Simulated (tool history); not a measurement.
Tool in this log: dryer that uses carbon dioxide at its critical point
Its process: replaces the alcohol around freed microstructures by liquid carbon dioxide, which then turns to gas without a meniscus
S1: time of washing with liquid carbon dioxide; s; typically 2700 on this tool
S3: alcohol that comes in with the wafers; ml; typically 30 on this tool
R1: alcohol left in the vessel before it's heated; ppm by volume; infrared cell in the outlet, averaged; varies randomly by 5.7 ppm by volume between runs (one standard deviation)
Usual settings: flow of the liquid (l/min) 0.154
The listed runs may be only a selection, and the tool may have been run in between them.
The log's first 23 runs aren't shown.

{"run": 24, "hour": 1066.9, "S1": 2700, "flow of the liquid (l/min)": 0.229, "S3": 30, "R1": 71}
{"run": 25, "hour": 1116.3, "S1": 2700, "flow of the liquid (l/min)": 0.229, "S3": 30, "R1": 63}
{"run": 26, "hour": 1159.8, "S1": 2700, "flow of the liquid (l/min)": 0.218, "S3": 60, "R1": 114}
{"hour": 1174.4, "done": "purifier's bed changed"}
{"run": 27, "hour": 1219.1, "S1": 2700, "flow of the liquid (l/min)": 0.178, "S3": 60, "R1": 233}
{"hour": 1235.8, "done": "inlet filter changed"}
{"run": 28, "hour": 1264.8, "S1": 3120, "flow of the liquid (l/min)": 0.154, "S3": 83, "R1": 235}
{"run": 29, "hour": 1311.6, "S1": 3120, "flow of the liquid (l/min)": 0.154, "S3": 83, "R1": 251}
{"run": 30, "hour": 1358.9, "S1": 3120, "flow of the liquid (l/min)": 0.154, "S3": 83, "R1": 242}
{"run": 31, "hour": 1424.9, "S1": 3120, "flow of the liquid (l/min)": 0.215, "S3": 83, "R1": 34}
{"run": 32, "hour": 1472.2, "S1": 1680, "flow of the liquid (l/min)": 0.109, "S3": 30, "R1": 3349}
{"run": 33, "hour": 1514.1, "S1": 3000, "flow of the liquid (l/min)": 0.154, "S3": 95, "R1": 409}
{"run": 34, "hour": 1580.3, "S1": 3000, "flow of the liquid (l/min)": 0.138, "S3": 20, "R1": 171}
{"run": 35, "hour": 1639.2, "S1": 2100, "flow of the liquid (l/min)": 0.129, "S3": 63, "R1": 2672}
{"run": 36, "hour": 1668.3, "S1": 2100, "flow of the liquid (l/min)": 0.129, "S3": 63, "R1": 2766}
{"hour": 1695.9, "done": "inlet filter changed"}
{"run": 37, "hour": 1720.9, "S1": 2100, "flow of the liquid (l/min)": 0.129, "S3": 63, "R1": 2234}

Run 38 is up next; what results do you expect?
{"run": 38, "hour": 1767.5, "S1": 2100, "flow of the liquid (l/min)": 0.13, "S3": 30, "R1": "?"}

R1: 1087 ppm by volume
Minus the tool's unlogged condition, the same run would have read R1 1043 ppm by volume.
